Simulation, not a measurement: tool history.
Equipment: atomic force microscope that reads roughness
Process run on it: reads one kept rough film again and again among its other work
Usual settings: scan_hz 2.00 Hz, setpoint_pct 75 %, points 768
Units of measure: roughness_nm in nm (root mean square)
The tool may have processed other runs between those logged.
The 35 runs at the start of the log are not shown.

run 36 hour=255.5 | scan_hz=2.00 setpoint_pct=71 points=275 | roughness_nm=2.682
-- hour=261.9 height scale calibrated on a step standard, once more
run 37 hour=263.3 | scan_hz=0.59 setpoint_pct=67 points=467 | roughness_nm=2.800
run 38 hour=272.3 | scan_hz=1.65 setpoint_pct=62 points=707 | roughness_nm=2.728
run 39 hour=281.3 | scan_hz=3.71 setpoint_pct=89 points=707 | roughness_nm=2.090
run 40 hour=289.5 | scan_hz=3.71 setpoint_pct=89 points=707 | roughness_nm=2.068
-- hour=294.9 new tip fitted
run 41 hour=299.2 | scan_hz=3.71 setpoint_pct=89 points=707 | roughness_nm=2.194
run 42 hour=305.2 | scan_hz=2.00 setpoint_pct=75 points=768 | roughness_nm=2.669
run 43 hour=310.2 | scan_hz=1.03 setpoint_pct=58 points=865 | roughness_nm=2.875
run 44 hour=316.6 | scan_hz=2.23 setpoint_pct=87 points=522 | roughness_nm=2.441
run 45 hour=326.3 | scan_hz=3.88 setpoint_pct=87 points=307 | roughness_nm=2.180
run 46 hour=333.9 | scan_hz=1.61 setpoint_pct=58 points=788 | roughness_nm=2.781
run 47 hour=340.4 | scan_hz=3.07 setpoint_pct=64 points=783 | roughness_nm=2.642
run 48 hour=344.9 | scan_hz=1.91 setpoint_pct=68 points=364 | roughness_nm=2.664
run 49 hour=351.0 | scan_hz=0.97 setpoint_pct=62 points=313 | roughness_nm=2.723
run 50 hour=358.3 | scan_hz=3.80 setpoint_pct=64 points=313 | roughness_nm=2.532

What if the next run were any one of these 5? Each begins from the tool's condition after run 50:
-- hour=364.9 new tip fitted
run A hour=364.9 | scan_hz=2.00 setpoint_pct=75 points=842 | roughness_nm=?
-- hour=364.9 new tip fitted
run B hour=364.9 | scan_hz=0.63 setpoint_pct=82 points=768 | roughness_nm=?
-- hour=364.9 new tip fitted
run C hour=364.9 | scan_hz=2.00 setpoint_pct=75 points=323 | roughness_nm=?
-- hour=364.9 new tip fitted
run D hour=364.9 | scan_hz=1.99 setpoint_pct=61 points=510 | roughness_nm=?
-- hour=364.9 new tip fitted
run E hour=364.9 | scan_hz=1.65 setpoint_pct=63 points=313 | roughness_nm=?

run=A roughness_nm=2.722
run=B roughness_nm=2.841
run=C roughness_nm=2.721
run=D roughness_nm=2.867
run=E roughness_nm=2.852
With the hidden condition removed and each run's random variation left untouched, the same runs would have given:
run=A roughness_nm=2.715
run=B roughness_nm=2.834
run=C roughness_nm=2.714
run=D roughness_nm=2.860
run=E roughness_nm=2.845
